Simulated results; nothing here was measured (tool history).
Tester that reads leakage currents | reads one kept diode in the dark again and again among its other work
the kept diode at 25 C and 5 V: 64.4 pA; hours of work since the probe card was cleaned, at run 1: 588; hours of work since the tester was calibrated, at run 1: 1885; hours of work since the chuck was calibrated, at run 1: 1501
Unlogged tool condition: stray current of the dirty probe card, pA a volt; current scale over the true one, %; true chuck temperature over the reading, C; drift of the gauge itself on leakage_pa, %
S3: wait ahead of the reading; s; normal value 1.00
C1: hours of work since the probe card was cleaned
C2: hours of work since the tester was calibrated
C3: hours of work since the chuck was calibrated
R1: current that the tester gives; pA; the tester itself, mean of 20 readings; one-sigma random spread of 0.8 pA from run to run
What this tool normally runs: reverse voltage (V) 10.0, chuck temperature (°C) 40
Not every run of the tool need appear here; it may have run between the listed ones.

{"run": 1, "day": 0.0, "reverse voltage (V)": 10.0, "chuck temperature (°C)": 40, "S3": 1.0, "C1": 588, "C2": 1885, "C3": 1501, "R1": 266.76}
{"run": 2, "day": 4.842, "reverse voltage (V)": 10.0, "chuck temperature (°C)": 40, "S3": 1.0, "C1": 665, "C2": 1963, "C3": 1579, "R1": 267.04}
{"run": 3, "day": 7.625, "reverse voltage (V)": 10.0, "chuck temperature (°C)": 40, "S3": 1.0, "C1": 710, "C2": 2007, "C3": 1623, "R1": 266.22}
{"day": 8.592, "done": "chuck's temperature calibrated"}
{"run": 4, "day": 10.371, "reverse voltage (V)": 10.0, "chuck temperature (°C)": 40, "S3": 1.0, "C1": 753, "C2": 2050, "C3": 29, "R1": 267.29}
{"run": 5, "day": 13.325, "reverse voltage (V)": 10.0, "chuck temperature (°C)": 40, "S3": 1.0, "C1": 800, "C2": 2097, "C3": 76, "R1": 265.29}
{"run": 6, "day": 16.154, "reverse voltage (V)": 10.0, "chuck temperature (°C)": 40, "S3": 1.0, "C1": 845, "C2": 2143, "C3": 121, "R1": 267.14}
{"run": 7, "day": 19.492, "reverse voltage (V)": 10.0, "chuck temperature (°C)": 40, "S3": 1.0, "C1": 899, "C2": 2196, "C3": 175, "R1": 267.36}
{"run": 8, "day": 24.642, "reverse voltage (V)": 10.0, "chuck temperature (°C)": 40, "S3": 1.0, "C1": 981, "C2": 2279, "C3": 257, "R1": 266.45}
{"run": 9, "day": 28.696, "reverse voltage (V)": 10.0, "chuck temperature (°C)": 40, "S3": 6.55, "C1": 1046, "C2": 2344, "C3": 322, "R1": 266.47}
{"run": 10, "day": 34.079, "reverse voltage (V)": 10.0, "chuck temperature (°C)": 40, "S3": 6.55, "C1": 1133, "C2": 2430, "C3": 408, "R1": 267.02}
{"run": 11, "day": 38.062, "reverse voltage (V)": 10.0, "chuck temperature (°C)": 40, "S3": 6.55, "C1": 1196, "C2": 2494, "C3": 472, "R1": 266.31}
{"run": 12, "day": 40.621, "reverse voltage (V)": 11.9, "chuck temperature (°C)": 40, "S3": 1.0, "C1": 1237, "C2": 2535, "C3": 513, "R1": 282.86}
{"run": 13, "day": 43.225, "reverse voltage (V)": 11.9, "chuck temperature (°C)": 40, "S3": 1.0, "C1": 1279, "C2": 2577, "C3": 555, "R1": 284.14}
{"run": 14, "day": 45.942, "reverse voltage (V)": 4.1, "chuck temperature (°C)": 40, "S3": 1.0, "C1": 1323, "C2": 2620, "C3": 599, "R1": 196.76}
{"run": 15, "day": 51.542, "reverse voltage (V)": 10.0, "chuck temperature (°C)": 48, "S3": 1.0, "C1": 1412, "C2": 2710, "C3": 688, "R1": 477.5}
{"day": 56.146, "done": "probe card cleaned and baked"}
{"run": 16, "day": 56.146, "reverse voltage (V)": 10.0, "chuck temperature (°C)": 48, "S3": 1.0, "C1": 0, "C2": 2782, "C3": 760, "R1": 479.24}
{"run": 17, "day": 59.521, "reverse voltage (V)": 10.0, "chuck temperature (°C)": 48, "S3": 1.0, "C1": 54, "C2": 2836, "C3": 814, "R1": 479.69}
{"run": 18, "day": 63.108, "reverse voltage (V)": 10.0, "chuck temperature (°C)": 48, "S3": 1.0, "C1": 112, "C2": 2893, "C3": 872, "R1": 477.37}
{"run": 19, "day": 68.158, "reverse voltage (V)": 10.0, "chuck temperature (°C)": 40, "S3": 1.0, "C1": 192, "C2": 2974, "C3": 952, "R1": 267.02}
{"run": 20, "day": 73.929, "reverse voltage (V)": 10.0, "chuck temperature (°C)": 40, "S3": 1.0, "C1": 285, "C2": 3067, "C3": 1045, "R1": 265.58}
{"run": 21, "day": 79.583, "reverse voltage (V)": 10.0, "chuck temperature (°C)": 40, "S3": 1.0, "C1": 376, "C2": 3157, "C3": 1136, "R1": 267.55}
{"run": 22, "day": 84.4, "reverse voltage (V)": 4.2, "chuck temperature (°C)": 47, "S3": 1.0, "C1": 453, "C2": 3234, "C3": 1213, "R1": 331.34}
{"run": 23, "day": 89.879, "reverse voltage (V)": 10.0, "chuck temperature (°C)": 39, "S3": 0.34, "C1": 541, "C2": 3322, "C3": 1301, "R1": 248.72}
{"run": 24, "day": 95.3, "reverse voltage (V)": 10.0, "chuck temperature (°C)": 39, "S3": 0.34, "C1": 627, "C2": 3409, "C3": 1387, "R1": 248.99}
{"run": 25, "day": 99.275, "reverse voltage (V)": 1.3, "chuck temperature (°C)": 40, "S3": 4.33, "C1": 691, "C2": 3473, "C3": 1451, "R1": 131.69}
{"run": 26, "day": 104.054, "reverse voltage (V)": 9.7, "chuck temperature (°C)": 40, "S3": 4.33, "C1": 768, "C2": 3549, "C3": 1528, "R1": 263.47}
{"run": 27, "day": 107.775, "reverse voltage (V)": 9.7, "chuck temperature (°C)": 40, "S3": 4.33, "C1": 827, "C2": 3609, "C3": 1587, "R1": 262.61}
{"day": 110.696, "done": "chuck's temperature calibrated"}
{"run": 28, "day": 113.5, "reverse voltage (V)": 10.0, "chuck temperature (°C)": 20, "S3": 1.0, "C1": 918, "C2": 3699, "C3": 45, "R1": 54.4}
{"run": 29, "day": 116.079, "reverse voltage (V)": 4.1, "chuck temperature (°C)": 39, "S3": 3.75, "C1": 959, "C2": 3741, "C3": 86, "R1": 182.45}
{"run": 30, "day": 119.4, "reverse voltage (V)": 4.1, "chuck temperature (°C)": 42, "S3": 0.4, "C1": 1012, "C2": 3794, "C3": 139, "R1": 227.6}
{"run": 31, "day": 121.871, "reverse voltage (V)": 4.1, "chuck temperature (°C)": 42, "S3": 0.4, "C1": 1052, "C2": 3833, "C3": 179, "R1": 228.79}
{"run": 32, "day": 126.833, "reverse voltage (V)": 4.1, "chuck temperature (°C)": 42, "S3": 0.4, "C1": 1131, "C2": 3913, "C3": 259, "R1": 227.35}
{"run": 33, "day": 131.896, "reverse voltage (V)": 9.3, "chuck temperature (°C)": 40, "S3": 1.23, "C1": 1212, "C2": 3994, "C3": 340, "R1": 260.21}
{"run": 34, "day": 135.838, "reverse voltage (V)": 9.3, "chuck temperature (°C)": 22, "S3": 1.23, "C1": 1276, "C2": 4057, "C3": 403, "R1": 62.78}
{"run": 35, "day": 138.554, "reverse voltage (V)": 1.0, "chuck temperature (°C)": 54, "S3": 1.23, "C1": 1319, "C2": 4101, "C3": 446, "R1": 331.24}
{"run": 36, "day": 142.883, "reverse voltage (V)": 11.6, "chuck temperature (°C)": 35, "S3": 7.16, "C1": 1389, "C2": 4170, "C3": 516, "R1": 191.1}
{"run": 37, "day": 147.817, "reverse voltage (V)": 11.6, "chuck temperature (°C)": 35, "S3": 7.16, "C1": 1468, "C2": 4249, "C3": 595, "R1": 192.81}
{"day": 149.146, "done": "probe card cleaned and baked"}
{"run": 38, "day": 153.496, "reverse voltage (V)": 10.0, "chuck temperature (°C)": 40, "S3": 2.62, "C1": 70, "C2": 4338, "C3": 684, "R1": 265.15}
{"run": 39, "day": 157.658, "reverse voltage (V)": 10.0, "chuck temperature (°C)": 21, "S3": 0.57, "C1": 136, "C2": 4405, "C3": 751, "R1": 59.65}

Below are 4 alternative next runs, each starting from the tool's condition after run 39. Predict each:
{"run": "A", "day": 162.338, "reverse voltage (V)": 2.1, "chuck temperature (°C)": 21, "S3": 2.0, "C1": 211, "C2": 4480, "C3": 825, "R1": "?"}
{"run": "B", "day": 162.338, "reverse voltage (V)": 10.0, "chuck temperature (°C)": 23, "S3": 0.83, "C1": 211, "C2": 4480, "C3": 825, "R1": "?"}
{"run": "C", "day": 162.338, "reverse voltage (V)": 4.8, "chuck temperature (°C)": 21, "S3": 0.57, "C1": 211, "C2": 4480, "C3": 825, "R1": "?"}
{"run": "D", "day": 162.338, "reverse voltage (V)": 10.0, "chuck temperature (°C)": 21, "S3": 0.36, "C1": 211, "C2": 4480, "C3": 825, "R1": "?"}

run=A R1=34.47
run=B R1=70.25
run=C R1=46.22
run=D R1=60.33
With the hidden condition removed and each run's random variation left untouched, the same runs would have given:
run=A R1=34.45
run=B R1=70.20
run=C R1=46.19
run=D R1=60.28
